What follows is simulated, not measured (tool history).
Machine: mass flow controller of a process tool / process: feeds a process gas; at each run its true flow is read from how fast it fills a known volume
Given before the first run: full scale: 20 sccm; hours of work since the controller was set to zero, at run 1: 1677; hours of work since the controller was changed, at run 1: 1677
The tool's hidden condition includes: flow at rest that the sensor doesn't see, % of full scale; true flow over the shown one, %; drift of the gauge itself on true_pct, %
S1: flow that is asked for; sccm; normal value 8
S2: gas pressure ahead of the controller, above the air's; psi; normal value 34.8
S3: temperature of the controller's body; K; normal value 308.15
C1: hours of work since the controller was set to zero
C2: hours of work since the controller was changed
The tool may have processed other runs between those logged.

{"run": 1, "hour": 0.0, "S1": 8, "S2": 34.8, "S3": 308.15, "C1": 1677, "C2": 1677, "true flow (%)": 99.29}
{"run": 2, "hour": 37.1, "S1": 8, "S2": 34.8, "S3": 308.15, "C1": 1706, "C2": 1706, "true flow (%)": 99.3}
{"run": 3, "hour": 109.5, "S1": 12, "S2": 34.8, "S3": 308.15, "C1": 1762, "C2": 1762, "true flow (%)": 99.24}
{"run": 4, "hour": 148.3, "S1": 8, "S2": 34.8, "S3": 308.15, "C1": 1792, "C2": 1792, "true flow (%)": 99.24}
{"run": 5, "hour": 209.9, "S1": 8, "S2": 34.8, "S3": 308.15, "C1": 1839, "C2": 1839, "true flow (%)": 99.15}
{"hour": 215.1, "done": "controller's zero set anew"}
{"run": 6, "hour": 243.8, "S1": 8, "S2": 34.8, "S3": 308.15, "C1": 22, "C2": 1865, "true flow (%)": 99.47}
{"run": 7, "hour": 291.6, "S1": 14, "S2": 34.8, "S3": 308.15, "C1": 59, "C2": 1902, "true flow (%)": 99.46}
{"run": 8, "hour": 363.7, "S1": 18, "S2": 34.8, "S3": 308.15, "C1": 115, "C2": 1958, "true flow (%)": 99.52}
{"run": 9, "hour": 437.7, "S1": 18, "S2": 22.2, "S3": 308.15, "C1": 172, "C2": 2015, "true flow (%)": 99.35}
{"run": 10, "hour": 472.5, "S1": 12, "S2": 27.7, "S3": 295.15, "C1": 199, "C2": 2042, "true flow (%)": 99.86}
{"hour": 527.0, "done": "controller's zero set anew, once more"}
{"run": 11, "hour": 546.0, "S1": 7, "S2": 32.6, "S3": 301.15, "C1": 15, "C2": 2098, "true flow (%)": 99.1}
{"run": 12, "hour": 587.4, "S1": 19, "S2": 26.0, "S3": 296.15, "C1": 47, "C2": 2130, "true flow (%)": 99.76}
{"run": 13, "hour": 625.0, "S1": 4, "S2": 34.8, "S3": 311.15, "C1": 76, "C2": 2159, "true flow (%)": 98.63}
{"run": 14, "hour": 699.2, "S1": 4, "S2": 27.6, "S3": 294.15, "C1": 133, "C2": 2217, "true flow (%)": 99.23}
{"run": 15, "hour": 753.8, "S1": 3, "S2": 38.0, "S3": 294.15, "C1": 175, "C2": 2259, "true flow (%)": 99.46}

Forecast each of these 3 alternatives for the next run:
{"run": "A", "hour": 820.9, "S1": 6, "S2": 31.6, "S3": 294.15, "C1": 227, "C2": 2311, "true flow (%)": "?"}
{"run": "B", "hour": 820.9, "S1": 6, "S2": 32.2, "S3": 303.15, "C1": 227, "C2": 2311, "true flow (%)": "?"}
{"run": "C", "hour": 820.9, "S1": 3, "S2": 34.2, "S3": 294.15, "C1": 227, "C2": 2311, "true flow (%)": "?"}

run=A true_flow_(%)=99.33
run=B true_flow_(%)=98.96
run=C true_flow_(%)=99.42
Had the tool no hidden state, the same runs would have come out as:
run=A true_flow_(%)=99.60
run=B true_flow_(%)=99.23
run=C true_flow_(%)=99.61

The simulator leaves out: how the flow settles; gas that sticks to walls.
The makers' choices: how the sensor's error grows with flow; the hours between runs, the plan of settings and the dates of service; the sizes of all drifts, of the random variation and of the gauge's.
